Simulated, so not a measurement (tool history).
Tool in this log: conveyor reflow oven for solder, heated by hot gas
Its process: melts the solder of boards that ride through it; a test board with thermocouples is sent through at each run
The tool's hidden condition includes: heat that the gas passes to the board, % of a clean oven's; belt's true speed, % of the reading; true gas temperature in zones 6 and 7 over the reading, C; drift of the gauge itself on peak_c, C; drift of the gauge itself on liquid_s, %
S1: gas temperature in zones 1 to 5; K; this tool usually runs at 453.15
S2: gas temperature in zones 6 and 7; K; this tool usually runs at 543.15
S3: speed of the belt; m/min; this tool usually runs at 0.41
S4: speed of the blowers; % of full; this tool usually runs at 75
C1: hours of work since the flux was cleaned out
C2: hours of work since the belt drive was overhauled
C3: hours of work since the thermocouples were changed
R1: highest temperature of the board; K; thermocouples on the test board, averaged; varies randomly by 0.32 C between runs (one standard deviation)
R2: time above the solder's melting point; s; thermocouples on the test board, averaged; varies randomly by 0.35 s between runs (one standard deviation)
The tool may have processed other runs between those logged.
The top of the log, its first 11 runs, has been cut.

-- hour=416.5 flux residue cleaned out of gas plates and filters
run 12 hour=426.4 | S1=443.15 S2=543.15 S3=0.41 S4=75 | C1=8 C2=98 C3=435 | R1=525.35 R2=64.3
run 13 hour=457.5 | S1=443.15 S2=543.15 S3=0.41 S4=75 | C1=32 C2=122 C3=459 | R1=525.45 R2=64
run 14 hour=510.5 | S1=443.15 S2=543.15 S3=0.41 S4=75 | C1=74 C2=164 C3=501 | R1=524.75 R2=63.9
run 15 hour=558.5 | S1=453.15 S2=543.15 S3=0.41 S4=75 | C1=112 C2=202 C3=539 | R1=526.65 R2=69.3
run 16 hour=607.3 | S1=453.15 S2=543.15 S3=0.41 S4=50 | C1=151 C2=241 C3=578 | R1=521.05 R2=62.9
run 17 hour=641.3 | S1=453.15 S2=543.15 S3=0.41 S4=50 | C1=177 C2=267 C3=605 | R1=520.95 R2=62.9
run 18 hour=668.2 | S1=453.15 S2=543.15 S3=0.384 S4=50 | C1=199 C2=289 C3=626 | R1=523.75 R2=70.2
run 19 hour=692.2 | S1=446.15 S2=538.15 S3=0.488 S4=61 | C1=218 C2=308 C3=645 | R1=510.75 R2=38.8
-- hour=711.5 thermocouples of zones 6 and 7 changed
-- hour=730 flux residue cleaned out of gas plates and filters
run 20 hour=736.3 | S1=446.15 S2=538.15 S3=0.436 S4=61 | C1=5 C2=337 C3=16 | R1=517.35 R2=53.5
run 21 hour=782.2 | S1=445.15 S2=543.15 S3=0.41 S4=75 | C1=41 C2=373 C3=52 | R1=526.65 R2=65.7
run 22 hour=834.8 | S1=445.15 S2=543.15 S3=0.41 S4=75 | C1=83 C2=415 C3=93 | R1=526.35 R2=65.8
run 23 hour=878.2 | S1=442.15 S2=546.15 S3=0.41 S4=75 | C1=117 C2=449 C3=128 | R1=528.05 R2=65.8
run 24 hour=931.5 | S1=442.15 S2=546.15 S3=0.41 S4=75 | C1=159 C2=491 C3=170 | R1=528.15 R2=65.6
run 25 hour=974.3 | S1=442.15 S2=546.15 S3=0.341 S4=75 | C1=193 C2=525 C3=203 | R1=533.25 R2=86
run 26 hour=1007.9 | S1=453.15 S2=557.15 S3=0.41 S4=75 | C1=219 C2=551 C3=230 | R1=539.35 R2=78.5

Run 27 has not been measured yet. What should we expect?
-- hour=1040.3 flux residue cleaned out of gas plates and filters
run 27 hour=1063.1 | S1=453.15 S2=540.15 S3=0.41 S4=57 | C1=18 C2=591 C3=270 | R1=? R2=?

R1: 521.95 K
R2: 64.5 s
On a tool with no hidden condition, and with the same random variation, this run would have come out at R1 521.85 K, R2 63.4 s.
